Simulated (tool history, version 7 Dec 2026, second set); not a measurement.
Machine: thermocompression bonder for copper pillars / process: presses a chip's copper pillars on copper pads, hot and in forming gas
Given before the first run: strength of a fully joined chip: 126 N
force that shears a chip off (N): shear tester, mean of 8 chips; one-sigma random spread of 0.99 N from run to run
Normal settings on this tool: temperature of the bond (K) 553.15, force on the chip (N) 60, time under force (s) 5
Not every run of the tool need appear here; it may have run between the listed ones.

run,hour,temperature of the bond (K),force on the chip (N),time under force (s),force that shears a chip off (N)
1,0.0,553.15,60,5,78.5
2,20.1,553.15,60,5,78.2
3,42.6,553.15,60,5,78.7
4,67.9,553.15,60,5,78.8
5,95.1,553.15,60,5,77.9
6,116.9,553.15,60,5,76.0
7,128.2,553.15,60,5,76.5
8,139.9,553.15,60,12,94.6
9,151.9,553.15,60,7,83.1
10,163.4,553.15,60,7,82.6
11,182.6,553.15,60,5,76.8
# hour 193.4: forming gas filter changed
12,208.2,553.15,60,5,82.1
13,222.8,553.15,60,5,79.3
14,239.2,553.15,60,5,80.3
15,261.4,553.15,60,5,80.9
16,284.9,543.15,60,5,71.8
# hour 287.6: force cell calibrated
17,305.3,553.15,60,5,78.4
18,331.1,553.15,60,5,78.4
19,348.2,553.15,60,5,78.3
# hour 361.8: force cell calibrated, once more
20,367.0,553.15,60,5,81.4
21,382.5,523.15,64,5,55.3
22,401.6,525.15,38,14,53.1
23,412.7,527.15,67,12,78.9
24,436.8,527.15,50,12,64.8
25,460.7,553.15,64,10,94.9
26,486.6,576.15,60,11,108.7
27,510.8,576.15,60,11,109.0
28,528.0,576.15,60,11,107.5
29,543.5,553.15,77,5,90.3
30,563.9,543.15,52,3,50.7
31,586.8,573.15,60,4,89.2
32,608.2,573.15,60,4,87.5
33,628.2,573.15,60,4,86.8
34,648.3,553.15,60,5,76.7
35,659.3,553.15,72,5,83.3
# hour 664.4: forming gas filter changed
36,675.8,553.15,72,5,91.9
37,698.1,540.15,37,9,55.9
38,719.0,526.15,66,10,74.8
39,734.9,581.15,65,6,108.7

Each row is a separate what-if for the run after 39, all from the same tool condition, not one after another. Results?
A,750.5,528.15,65,6,?
B,750.5,581.15,53,4,?
C,750.5,550.15,60,3,?
D,750.5,574.15,60,3,?
E,750.5,581.15,46,6,?

run,force that shears a chip off (N)
A,64.5
B,92.8
C,66.2
D,85.5
E,92.3
Take away the tool's hidden state, keep each run's random variation, and the runs would have read:
run,force that shears a chip off (N)
A,69.6
B,97.6
C,71.1
D,90.3
E,97.0
